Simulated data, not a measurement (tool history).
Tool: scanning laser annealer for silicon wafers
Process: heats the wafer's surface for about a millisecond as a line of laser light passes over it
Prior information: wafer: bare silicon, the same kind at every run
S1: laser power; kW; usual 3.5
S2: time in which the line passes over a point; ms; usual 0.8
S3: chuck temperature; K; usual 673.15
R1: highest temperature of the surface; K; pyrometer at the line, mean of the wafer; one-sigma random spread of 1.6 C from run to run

Run 1, hour 0: usual settings. Result: R1 1439.15 K.
Run 2, hour 66.1: usual settings. Result: R1 1440.15 K.
Run 3, hour 136.1: usual settings. Result: R1 1438.15 K.
Run 4, hour 196.1: usual settings. Result: R1 1436.15 K.
Run 5, hour 260.6: usual settings. Result: R1 1436.15 K.
Run 6, hour 349.3: usual settings. Result: R1 1434.15 K.
Run 7, hour 405: usual settings. Result: R1 1434.15 K.
Run 8, hour 466.4: usual settings. Result: R1 1427.15 K.
At hour 561.2: optics aligned, line set to its width.
Run 9, hour 564.6: usual settings but S2 0.605 ms. Result: R1 1335.15 K.
Run 10, hour 627.9: usual settings but S3 648.15 K. Result: R1 1410.15 K.
Run 11, hour 674.5: usual settings but S1 3.455 kW. Result: R1 1425.15 K.
Run 12, hour 767.1: usual settings but S1 3.455 kW. Result: R1 1419.15 K.
Run 13, hour 848.7: usual settings but S1 3.783 kW. Result: R1 1504.15 K.
Run 14, hour 888.4: usual settings but S1 3.783 kW. Result: R1 1502.15 K.
At hour 955.4: window over the wafer cleaned.
Run 15, hour 969.2: usual settings. Result: R1 1423.15 K.
Run 16, hour 1045.9: usual settings. Result: R1 1417.15 K.
Run 17, hour 1090.3: usual settings. Result: R1 1416.15 K.
Run 18, hour 1135.9: usual settings. Result: R1 1415.15 K.
Run 19, hour 1226.1: usual settings. Result: R1 1412.15 K.
Run 20, hour 1292.4: usual settings. Result: R1 1412.15 K.
Run 21, hour 1385.8: usual settings but S1 3.304 kW, S2 0.835 ms, S3 637.15 K. Result: R1 1339.15 K.
Run 22, hour 1457.6: usual settings but S1 3.109 kW, S2 0.923 ms, S3 637.15 K. Result: R1 1323.15 K.
Run 23, hour 1537.4: usual settings but S1 3.109 kW, S2 0.923 ms, S3 637.15 K. Result: R1 1321.15 K.
At hour 1545.4: window over the wafer cleaned, once more.
Run 24, hour 1581.5: usual settings but S1 3.109 kW, S2 0.923 ms, S3 637.15 K. Result: R1 1358.15 K.
At hour 1634.2: optics aligned, line set to its width.
Run 25, hour 1646.6: usual settings but S2 0.924 ms, S3 652.15 K. Result: R1 1490.15 K.
Run 26, hour 1723.4: usual settings but S1 3.458 kW, S2 0.831 ms. Result: R1 1456.15 K.
Run 27, hour 1803.6: usual settings but S1 3.59 kW, S2 0.892 ms, S3 695.15 K. Result: R1 1542.15 K.
Run 28, hour 1864: usual settings but S1 3.463 kW, S2 0.699 ms, S3 663.15 K. Result: R1 1378.15 K.
Run 29, hour 1911: usual settings but S1 3.723 kW, S2 0.76 ms, S3 643.15 K. Result: R1 1452.15 K.
Run 30, hour 1958.1: usual settings but S1 3.723 kW, S2 0.76 ms, S3 643.15 K. Result: R1 1451.15 K.
Run 31, hour 2022.9: usual settings but S1 3.723 kW, S2 0.76 ms, S3 643.15 K. Result: R1 1451.15 K.
Run 32, hour 2112.8: usual settings but S1 3.723 kW, S2 0.561 ms, S3 643.15 K. Result: R1 1334.15 K.
Run 33, hour 2154.9: usual settings but S1 3.081 kW, S3 645.15 K. Result: R1 1306.15 K.
Run 34, hour 2214.6: usual settings but S1 3.081 kW, S3 645.15 K. Result: R1 1303.15 K.
Run 35, hour 2269.8: usual settings but S1 3.52 kW, S2 0.941 ms, S3 649.15 K. Result: R1 1486.15 K.
Run 36, hour 2330.7: usual settings but S1 3.52 kW, S2 0.941 ms, S3 649.15 K. Result: R1 1483.15 K.
Run 37, hour 2385.6: usual settings but S1 3.779 kW, S3 675.15 K. Result: R1 1511.15 K.
Run 38, hour 2442.1: usual settings but S1 3.58 kW, S3 640.15 K. Result: R1 1422.15 K.
Run 39, hour 2524: usual settings but S1 2.996 kW. Result: R1 1305.15 K.
Run 40, hour 2610.9: usual settings but S1 3.665 kW, S3 645.15 K. Result: R1 1444.15 K.

A few steps of R1 between consecutive runs. Split each: what settings, incoming material and random variation would produce without the hidden state, and what is left over for the hidden state, along with gauge scatter present in only one of the two compared results (measured, and without hidden state):
The hidden state here: light that passes the window, % of a clean one's; laser's true power over the reading, %; width of the line over the set one, %; drift of the gauge itself on peak_c, C.
Run 14 -> 15: S1 3.783 -> 3.5, window over the wafer cleaned. R1 -79 K: hidden state -10, all else -69.
Run 23 -> 24: window over the wafer cleaned, once more. R1 +37 K: hidden state +38, all else -1.
Run 24 -> 25: S1 3.109 -> 3.5, S2 0.923 -> 0.924, S3 637.15 -> 652.15, optics aligned, line set to its width. R1 +132 K: hidden state +8, all else +124.
Run 27 -> 28: S1 3.59 -> 3.463, S2 0.892 -> 0.699, S3 695.15 -> 663.15. R1 -164 K: hidden state -4, all else -160.
Run 34 -> 35: S1 3.081 -> 3.52, S2 0.8 -> 0.941, S3 645.15 -> 649.15. R1 +183 K: hidden state -2, all else +185.
Run 39 -> 40: S1 2.996 -> 3.665, S3 673.15 -> 645.15. R1 +139 K: hidden state -3, all else +142.
